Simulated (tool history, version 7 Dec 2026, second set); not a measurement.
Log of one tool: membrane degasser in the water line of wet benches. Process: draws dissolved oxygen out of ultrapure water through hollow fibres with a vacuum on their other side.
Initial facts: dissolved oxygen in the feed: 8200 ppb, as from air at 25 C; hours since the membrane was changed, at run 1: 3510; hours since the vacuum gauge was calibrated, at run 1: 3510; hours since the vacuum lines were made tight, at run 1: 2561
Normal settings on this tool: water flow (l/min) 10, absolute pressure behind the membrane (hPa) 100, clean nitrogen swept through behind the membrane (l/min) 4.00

run	hour	water flow (l/min)	absolute pressure behind the membrane (hPa)	clean nitrogen swept through behind the membrane (l/min)	hours since the membrane was changed	hours since the vacuum gauge was calibrated	hours since the vacuum lines were made tight	dissolved oxygen in the water behind the degasser (ppb)	pressure that the water loses in the fibres (hPa)
1	0.0	10	100	4.00	3510	3510	2561	61.8	253.6
2	112.5	10	110	4.00	3622	3622	2674	67.4	253.6
3	295.0	6	110	4.00	3805	3805	2856	36.2	149.7
4	537.2	6	110	4.00	4047	4047	3098	34.6	150.7
5	716.0	8	100	4.00	4226	4226	3277	45.4	202.1
6	943.1	8	100	4.00	4453	4453	3504	45.5	200.9
7	1114.2	10	100	4.00	4624	4624	3675	62.0	254.4
8	1355.4	10	137	4.00	4865	4865	3917	84.8	251.6
9	1562.7	10	137	4.00	5073	5073	4124	84.8	255.4
# hour 1599.2: seals of the vacuum lines changed
10	1671.1	10	137	4.00	5179	5179	72	84.4	250.9
11	1784.0	10	137	4.00	5292	5292	185	85.0	251.7
12	1961.7	15	137	4.00	5470	5470	363	143.4	381.7
13	2205.6	15	244	4.00	5713	5713	606	236.1	382.2
# hour 2363.3: vacuum gauge calibrated
14	2363.3	15	244	4.00	5871	0	764	239.3	381.6
15	2595.2	15	244	4.00	6103	232	995	237.8	375.9
16	2826.1	10	100	4.00	6333	463	1226	61.6	256.3
17	3025.9	14	182	3.98	6533	663	1426	166.9	357.9
18	3125.9	7	182	3.98	6633	763	1526	74.2	176.3
19	3278.4	7	182	3.98	6786	915	1679	73.9	177.1
20	3402.7	7	88	4.93	6910	1039	1803	28.8	177.0
21	3543.1	10	100	6.20	7050	1180	1943	46.2	251.3
22	3788.1	10	100	6.20	7295	1425	2188	47.7	253.2
23	3999.6	12	214	7.53	7507	1636	2400	100.5	301.3
24	4125.2	12	214	7.53	7633	1762	2526	101.5	304.1
25	4364.4	8	88	4.23	7872	2001	2765	38.4	201.6
26	4580.9	7	88	4.23	8088	2218	2981	31.9	176.3
27	4738.2	10	100	1.92	8246	2375	3139	107.5	253.0
28	4932.3	11	100	4.00	8440	2569	3333	69.4	279.8
29	5089.8	15	234	4.00	8597	2726	3490	228.2	380.3
30	5246.8	11	231	4.00	8754	2884	3647	158.7	280.2
31	5375.4	11	231	4.00	8883	3012	3776	156.8	278.0
32	5483.5	6	194	4.00	8991	3120	3884	66.8	152.6

Below are 3 alternative next runs, each starting from the tool's condition after run 32. Predict each:
A	5720.6	9	194	4.00	9228	3357	4121	?	?
B	5720.6	9	112	4.00	9228	3357	4121	?	?
C	5720.6	7	77	7.37	9228	3357	4121	?	?

run	dissolved oxygen in the water behind the degasser (ppb)	pressure that the water loses in the fibres (hPa)
A	106.2	227.7
B	60.5	225.5
C	19.3	174.0
Without the tool's hidden state the same runs would have given:
run	dissolved oxygen in the water behind the degasser (ppb)	pressure that the water loses in the fibres (hPa)
A	106.0	227.4
B	60.4	225.2
C	19.2	173.8
